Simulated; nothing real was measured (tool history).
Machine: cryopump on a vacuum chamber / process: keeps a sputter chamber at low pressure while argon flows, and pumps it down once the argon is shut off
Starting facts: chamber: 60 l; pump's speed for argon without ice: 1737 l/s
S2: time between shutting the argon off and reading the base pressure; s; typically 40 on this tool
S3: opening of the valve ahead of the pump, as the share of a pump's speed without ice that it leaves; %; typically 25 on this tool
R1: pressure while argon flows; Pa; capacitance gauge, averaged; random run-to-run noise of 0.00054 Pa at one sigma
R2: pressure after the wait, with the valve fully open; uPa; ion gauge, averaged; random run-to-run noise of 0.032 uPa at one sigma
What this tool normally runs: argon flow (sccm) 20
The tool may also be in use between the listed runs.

run 1 day=0.000 | argon_flow_(sccm)=20 S2=40 S3=25 | R1=0.0784 R2=2.21
run 2 day=0.479 | argon_flow_(sccm)=20 S2=131 S3=25 | R1=0.0776 R2=1.19
run 3 day=1.029 | argon_flow_(sccm)=20 S2=131 S3=25 | R1=0.0788 R2=1.19
run 4 day=1.425 | argon_flow_(sccm)=20 S2=131 S3=25 | R1=0.0791 R2=1.16
run 5 day=1.983 | argon_flow_(sccm)=20 S2=131 S3=25 | R1=0.0791 R2=1.19
run 6 day=2.479 | argon_flow_(sccm)=20 S2=131 S3=25 | R1=0.0790 R2=1.18
run 7 day=2.921 | argon_flow_(sccm)=20 S2=278 S3=25 | R1=0.0783 R2=1.00
run 8 day=3.571 | argon_flow_(sccm)=20 S2=40 S3=25 | R1=0.0796 R2=2.23
run 9 day=4.042 | argon_flow_(sccm)=20 S2=40 S3=25 | R1=0.0790 R2=2.19
run 10 day=4.679 | argon_flow_(sccm)=20 S2=66 S3=25 | R1=0.0788 R2=1.68
run 11 day=4.962 | argon_flow_(sccm)=20 S2=66 S3=25 | R1=0.0791 R2=1.71
run 12 day=5.554 | argon_flow_(sccm)=20 S2=66 S3=25 | R1=0.0783 R2=1.70
run 13 day=6.050 | argon_flow_(sccm)=20 S2=54 S3=25 | R1=0.0779 R2=1.86
run 14 day=6.629 | argon_flow_(sccm)=20 S2=54 S3=25 | R1=0.0792 R2=1.86
run 15 day=7.000 | argon_flow_(sccm)=20 S2=54 S3=25 | R1=0.0793 R2=1.94
run 16 day=7.521 | argon_flow_(sccm)=15 S2=40 S3=25 | R1=0.0598 R2=2.28
run 17 day=7.975 | argon_flow_(sccm)=15 S2=40 S3=25 | R1=0.0593 R2=2.28
run 18 day=8.254 | argon_flow_(sccm)=15 S2=40 S3=25 | R1=0.0595 R2=2.28
run 19 day=8.679 | argon_flow_(sccm)=11 S2=40 S3=17 | R1=0.0644 R2=2.38
run 20 day=9.029 | argon_flow_(sccm)=11 S2=40 S3=58 | R1=0.0198 R2=2.27
run 21 day=9.600 | argon_flow_(sccm)=13 S2=140 S3=39 | R1=0.0330 R2=1.32
run 22 day=10.029 | argon_flow_(sccm)=28 S2=22 S3=46 | R1=0.0618 R2=3.53
run 23 day=10.625 | argon_flow_(sccm)=26 S2=22 S3=18 | R1=0.1420 R2=3.53
run 24 day=11.142 | argon_flow_(sccm)=26 S2=22 S3=18 | R1=0.1435 R2=3.59
run 25 day=11.717 | argon_flow_(sccm)=26 S2=271 S3=16 | R1=0.1611 R2=1.12
run 26 day=12.071 | argon_flow_(sccm)=26 S2=271 S3=16 | R1=0.1601 R2=1.13
run 27 day=12.446 | argon_flow_(sccm)=24 S2=271 S3=16 | R1=0.1481 R2=1.12
run 28 day=12.825 | argon_flow_(sccm)=24 S2=271 S3=16 | R1=0.1493 R2=1.19
run 29 day=13.138 | argon_flow_(sccm)=13 S2=139 S3=36 | R1=0.0361 R2=1.34
run 30 day=13.658 | argon_flow_(sccm)=35 S2=57 S3=19 | R1=0.1842 R2=2.01
run 31 day=14.288 | argon_flow_(sccm)=36 S2=31 S3=45 | R1=0.0823 R2=2.83
run 32 day=14.729 | argon_flow_(sccm)=13 S2=40 S3=25 | R1=0.0523 R2=2.45
run 33 day=15.046 | argon_flow_(sccm)=19 S2=30 S3=25 | R1=0.0771 R2=2.93
run 34 day=15.525 | argon_flow_(sccm)=19 S2=30 S3=25 | R1=0.0760 R2=2.93
run 35 day=16.054 | argon_flow_(sccm)=19 S2=30 S3=25 | R1=0.0764 R2=2.96

Some steps in R1 between neighbouring runs. How much of each would the tool show without its hidden state too (settings, what came in, random variation), and how much is left for the hidden state, with any gauge scatter that isn't in both results?
The tool's hidden condition here consists of: pump's speed, % of a pump's without ice; cold plate's temperature, K; leak into the chamber, uPa l/s; drift of the gauge itself on working_pa, %; drift of the gauge itself on base_upa, %.
Run 21 -> 22: argon flow (sccm) 13 -> 28, S2 140 -> 22, S3 39 -> 46. R1 +0.0288 Pa: hidden state +0.0014, all else +0.0274.
Run 28 -> 29: argon flow (sccm) 24 -> 13, S2 271 -> 139, S3 16 -> 36. R1 -0.1132 Pa: hidden state -0.0011, all else -0.1121.
Run 29 -> 30: argon flow (sccm) 13 -> 35, S2 139 -> 57, S3 36 -> 19. R1 +0.1481 Pa: hidden state +0.0026, all else +0.1455.
Run 30 -> 31: argon flow (sccm) 35 -> 36, S2 57 -> 31, S3 19 -> 45. R1 -0.1019 Pa: hidden state +0.0002, all else -0.1021.
Run 31 -> 32: argon flow (sccm) 36 -> 13, S2 31 -> 40, S3 45 -> 25. R1 -0.0300 Pa: hidden state -0.0027, all else -0.0273.
